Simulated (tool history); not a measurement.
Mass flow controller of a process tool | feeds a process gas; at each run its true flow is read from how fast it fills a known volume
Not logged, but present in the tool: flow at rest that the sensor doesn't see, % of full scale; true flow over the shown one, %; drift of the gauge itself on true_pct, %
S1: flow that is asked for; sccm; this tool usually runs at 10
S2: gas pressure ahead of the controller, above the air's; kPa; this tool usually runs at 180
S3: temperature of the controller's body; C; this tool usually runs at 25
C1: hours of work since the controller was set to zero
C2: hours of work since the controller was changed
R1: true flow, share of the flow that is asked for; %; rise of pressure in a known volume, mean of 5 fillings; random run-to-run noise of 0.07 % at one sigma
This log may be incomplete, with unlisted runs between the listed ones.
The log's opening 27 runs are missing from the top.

Run 28, hour 2739.2: usual settings but S1 3 sccm, S2 214 kPa, S3 21 C; C1 1862; C2 1862. Result: R1 97.25 %.
Run 29, hour 2879.2: usual settings but S1 3 sccm, S2 214 kPa, S3 21 C; C1 1948; C2 1948. Result: R1 97.28 %.
Run 30, hour 2944.1: usual settings but S1 3 sccm, S2 214 kPa, S3 21 C; C1 1988; C2 1988. Result: R1 97.11 %.
Run 31, hour 3076.9: usual settings but S1 5 sccm, S2 214 kPa, S3 21 C; C1 2070; C2 2070. Result: R1 98.09 %.
Run 32, hour 3230.6: usual settings but S1 5 sccm, S2 214 kPa, S3 21 C; C1 2164; C2 2164. Result: R1 98.05 %.
At hour 3242.0: controller's zero set anew.
Run 33, hour 3350.2: usual settings but S1 16 sccm, S2 214 kPa, S3 24 C; C1 67; C2 2238. Result: R1 99.48 %.
Run 34, hour 3495.8: usual settings but S1 16 sccm, S2 149 kPa, S3 24 C; C1 156; C2 2327. Result: R1 99.23 %.
At hour 3532.5: controller's zero set anew, once more.
Run 35, hour 3589.9: usual settings but S1 16 sccm, S2 149 kPa, S3 24 C; C1 35; C2 2385. Result: R1 99.63 %.
Run 36, hour 3742.3: usual settings but S1 16 sccm, S2 149 kPa, S3 24 C; C1 129; C2 2479. Result: R1 99.69 %.
Run 37, hour 3871.7: usual settings but S1 16 sccm, S2 149 kPa, S3 24 C; C1 209; C2 2558. Result: R1 99.49 %.
Run 38, hour 3985.8: usual settings but S1 17 sccm, S2 171 kPa, S3 26 C; C1 279; C2 2629. Result: R1 99.70 %.
Run 39, hour 4086.2: usual settings but S1 3 sccm, S2 171 kPa, S3 38 C; C1 341; C2 2690. Result: R1 97.12 %.
Run 40, hour 4185.0: usual settings but S1 4 sccm, S2 153 kPa, S3 38 C; C1 402; C2 2751. Result: R1 97.30 %.
Run 41, hour 4290.5: usual settings but S1 4 sccm, S2 153 kPa, S3 38 C; C1 467; C2 2816. Result: R1 97.30 %.
Run 42, hour 4427.9: usual settings but S1 4 sccm, S2 153 kPa, S3 38 C; C1 551; C2 2901. Result: R1 97.16 %.
Run 43, hour 4497.2: usual settings but S1 9 sccm, S2 153 kPa, S3 23 C; C1 594; C2 2943. Result: R1 98.88 %.
Run 44, hour 4649.2: usual settings but S1 8 sccm, S2 260 kPa, S3 33 C; C1 688; C2 3037. Result: R1 98.62 %.
Run 45, hour 4767.7: usual settings but S1 3 sccm, S2 143 kPa, S3 33 C; C1 760; C2 3110. Result: R1 97.20 %.
Run 46, hour 4892.7: usual settings but S1 3 sccm, S2 149 kPa, S3 27 C; C1 837; C2 3187. Result: R1 97.52 %.
Run 47, hour 5004.9: usual settings but S1 15 sccm; C1 906; C2 3256. Result: R1 99.55 %.
Run 48, hour 5162.2: usual settings but S1 15 sccm; C1 1003; C2 3353. Result: R1 99.59 %.
Run 49, hour 5274.3: usual settings but S1 15 sccm; C1 1072; C2 3422. Result: R1 99.52 %.

Here are 3 independent what-if runs from the current tool condition. What would each one return?
Run A, hour 5382.9: usual settings but S1 15 sccm, S2 209 kPa, S3 20 C; C1 1139; C2 3489. Result: R1 ?.
Run B, hour 5382.9: usual settings but S1 8 sccm, S2 187 kPa; C1 1139; C2 3489. Result: R1 ?.
Run C, hour 5382.9: usual settings but S1 8 sccm, S2 153 kPa, S3 30 C; C1 1139; C2 3489. Result: R1 ?.

run      R1
  A  100.12
  B   98.73
  C   98.28
The same runs, with their run-to-run variation unchanged, on a tool lacking any hidden condition would have given:
run     R1
  A  99.87
  B  98.62
  C  98.16
